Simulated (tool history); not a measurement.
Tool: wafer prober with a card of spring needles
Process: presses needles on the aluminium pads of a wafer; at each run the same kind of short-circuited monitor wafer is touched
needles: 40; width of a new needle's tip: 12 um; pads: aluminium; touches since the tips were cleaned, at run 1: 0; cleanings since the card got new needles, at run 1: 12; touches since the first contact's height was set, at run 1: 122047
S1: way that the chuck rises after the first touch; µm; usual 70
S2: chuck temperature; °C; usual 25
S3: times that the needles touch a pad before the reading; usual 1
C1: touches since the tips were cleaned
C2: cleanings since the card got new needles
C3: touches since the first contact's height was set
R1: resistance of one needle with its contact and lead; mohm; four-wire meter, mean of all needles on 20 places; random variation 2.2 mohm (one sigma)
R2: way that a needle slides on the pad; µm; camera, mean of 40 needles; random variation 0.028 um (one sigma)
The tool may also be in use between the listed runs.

run	day	S1	S2	S3	C1	C2	C3	R1	R2
1	0.000	70	25	1	0	12	122047	250	14.61
2	0.733	70	25	1	6720	12	128767	271	14.49
# day 1.004: tips cleaned on abrasive film
3	1.588	70	25	1	5357	13	136550	280	14.46
# day 1.992: tips cleaned on abrasive film
# day 3.088: tips cleaned on abrasive film
4	3.146	70	25	1	538	15	150763	250	14.40
# day 3.817: tips cleaned on abrasive film, once more
5	4.583	70	25	2	7025	16	163882	256	14.46
# day 4.850: tips cleaned on abrasive film
# day 5.892: tips cleaned on abrasive film
6	6.079	70	25	2	1723	18	177514	254	14.41
# day 6.183: height of the first contact set anew
# day 6.904: tips cleaned on abrasive film
7	7.521	70	25	2	5655	19	12207	259	14.76
# day 7.938: tips cleaned on abrasive film
# day 8.929: tips cleaned on abrasive film
8	9.162	70	25	1	2117	21	27155	260	14.75
# day 9.950: tips cleaned on abrasive film
9	10.862	70	25	1	8333	22	42696	271	14.76
# day 11.012: tips cleaned on abrasive film
# day 12.012: tips cleaned on abrasive film
10	12.508	70	25	1	4524	24	57703	263	14.67
# day 13.017: tips cleaned on abrasive film
11	13.412	51	33	1	3621	25	65948	279	10.67
# day 14.000: tips cleaned on abrasive film
12	14.525	52	27	3	4802	26	76101	258	10.81
# day 15.083: tips cleaned on abrasive film
13	15.258	74	54	2	1586	27	82789	258	15.50
# day 16.146: tips cleaned on abrasive film
14	16.775	56	32	1	5773	28	96668	277	11.61
# day 17.262: tips cleaned on abrasive film
15	18.083	56	32	1	7503	29	108588	276	11.61
# day 18.346: tips cleaned on abrasive film
# day 19.329: tips cleaned on abrasive film
16	19.446	56	32	2	1095	31	121027	254	11.58
# day 20.312: tips cleaned on abrasive film
17	20.817	56	32	2	4586	32	133517	266	11.53
# day 21.354: tips cleaned on abrasive film
18	21.675	56	32	2	2953	33	141364	260	11.54

3 ways to go on from here, each from the tool as it stands after run 18. What would each give?
# day 22.396: tips cleaned on abrasive film
A	23.162	70	90	1	7026	34	154960	?	?
# day 22.396: tips cleaned on abrasive film
B	23.162	56	45	2	7026	34	154960	?	?
# day 22.396: tips cleaned on abrasive film
C	23.162	76	78	2	7026	34	154960	?	?

run	R1	R2
A	285	14.47
B	268	11.51
C	273	15.76
Without the tool's hidden state the same runs would have given:
run	R1	R2
A	263	14.79
B	247	11.83
C	261	16.08
